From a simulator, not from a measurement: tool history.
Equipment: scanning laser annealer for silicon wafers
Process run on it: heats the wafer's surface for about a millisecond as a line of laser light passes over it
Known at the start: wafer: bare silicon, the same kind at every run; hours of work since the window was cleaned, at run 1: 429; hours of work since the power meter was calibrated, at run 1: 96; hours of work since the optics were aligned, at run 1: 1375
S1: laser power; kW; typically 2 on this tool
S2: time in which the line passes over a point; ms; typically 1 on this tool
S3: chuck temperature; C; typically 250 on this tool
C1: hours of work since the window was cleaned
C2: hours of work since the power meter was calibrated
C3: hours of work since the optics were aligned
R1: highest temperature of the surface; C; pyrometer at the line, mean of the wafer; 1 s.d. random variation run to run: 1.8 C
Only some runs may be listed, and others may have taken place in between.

run,hour,S1,S2,S3,C1,C2,C3,R1
1,0,2,1,250,429,96,1375,1025
2,11,2,1,250,435,102,1381,1025
3,22.5,2,1,250,441,108,1387,1024
4,34.7,2,1,250,448,114,1393,1027
5,44.5,2,0.75,250,453,119,1398,928
6,49.9,2,1,257,456,122,1401,1032
# hour 58: window over the wafer cleaned
7,58.7,1.885,1.24,239,0,126,1405,1081
8,66.9,1.885,1.11,269,5,130,1409,1063
9,74.6,2.104,1,254,9,134,1413,1120
10,82.5,1.852,0.98,289,13,138,1417,1025
11,91.9,2.028,0.92,232,18,143,1422,1033

Branching from run 11: 4 alternative next runs. What would each branch give?
A,102.2,2.122,0.96,262,23,149,1428,?
B,102.2,2.188,0.88,211,23,149,1428,?
C,102.2,1.955,0.92,232,23,149,1428,?
D,102.2,1.853,0.71,243,23,149,1428,?

run,R1
A,1122
B,1067
C,997
D,874
Take away the tool's hidden state, keep each run's random variation, and the runs would have read:
run,R1
A,1138
B,1083
C,1011
D,886
